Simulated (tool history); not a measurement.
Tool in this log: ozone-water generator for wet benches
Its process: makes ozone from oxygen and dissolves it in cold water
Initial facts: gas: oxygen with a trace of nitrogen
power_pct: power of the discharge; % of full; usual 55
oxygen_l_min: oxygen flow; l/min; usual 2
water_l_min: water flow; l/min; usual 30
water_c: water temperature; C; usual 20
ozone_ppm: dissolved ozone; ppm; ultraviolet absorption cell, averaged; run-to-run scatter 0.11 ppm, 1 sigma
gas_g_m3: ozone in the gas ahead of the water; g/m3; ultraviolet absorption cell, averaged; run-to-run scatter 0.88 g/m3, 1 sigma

run	day	power_pct	oxygen_l_min	water_l_min	water_c	ozone_ppm	gas_g_m3
1	0	55	2	30	20	5.3	137.5
2	4.317	55	2	30	20	5	137.3
3	7.333	55	2	30	20	5.3	136.4
4	11.071	55	2	30	20	5	134.6
5	13.042	93	2	30	20	8	206.6
6	15.217	93	2	30	20	7.6	208.7
7	18.733	93	2	30	20	7.7	205.4
8	21.346	55	2	30	20	4.9	136.1
9	23.938	55	2	30	20	4.9	135
10	26.392	81	2	30	20	7	182.8
11	28.654	72	2	30	20	6.3	165.2
12	32.9	72	2	30	20	6	165.4
13	36.067	72	2	30	20	6.2	165.2
14	38.029	55	1.57	30	20	4.6	155.7
15	40.479	55	1.57	30	20	4.7	156.6
16	44.562	55	1.57	30	20	4.7	155.8
17	47.95	64	2	32	20	5.3	148.6
18	51.746	87	1.91	39	28	5	196.3
19	54.038	55	2	30	16	5	133.1
20	56.862	55	1.21	20	18	7.1	181.1
21	59.496	55	1.21	20	17	7.1	179.9
# day 60.446: water thermometer calibrated
22	62.5	55	2.43	24	12	6.9	116.2
23	65.796	55	3.59	24	12	7.3	91.6
24	69.988	58	2.61	33	20	4.9	116.4
25	71.954	71	1.93	30	12	6.1	163.5
26	76.021	71	1.93	30	12	6.1	163.1
# day 77.979: water thermometer calibrated, once more
27	78.05	82	1.93	30	13	6.9	180.3
28	82.433	98	1.87	23	13	10.5	208.3
29	85.475	55	2	30	27	4.7	130.2
30	89.538	55	1.96	25	20	6	130.8
31	93.162	55	1.96	25	20	5.8	131.1
32	96.308	55	1.96	34	20	4	132.3

For some of the steps in ozone_ppm from one run to the next: how much would appear even if the tool had no hidden state, given the settings, what came in and random variation, and how much remains for the hidden state plus any gauge scatter that the measured result and the result without hidden state don't share?
What the log doesn't record here: yield of the discharge, % of new electrodes'; contactor's efficiency, % of a clean one's; true water temperature over the reading, C; drift of the gauge itself on ozone_ppm, %; drift of the gauge itself on gas_g_m3, %.
Run 4 -> 5: power_pct 55 -> 93. ozone_ppm +3 ppm: hidden state -0.4, all else +3.4.
Run 27 -> 28: power_pct 82 -> 98, oxygen_l_min 1.93 -> 1.87, water_l_min 30 -> 23. ozone_ppm +3.6 ppm: hidden state -0.9, all else +4.5.
Run 28 -> 29: power_pct 98 -> 55, oxygen_l_min 1.87 -> 2, water_l_min 23 -> 30, water_c 13 -> 27. ozone_ppm -5.8 ppm: hidden state +1.4, all else -7.2.
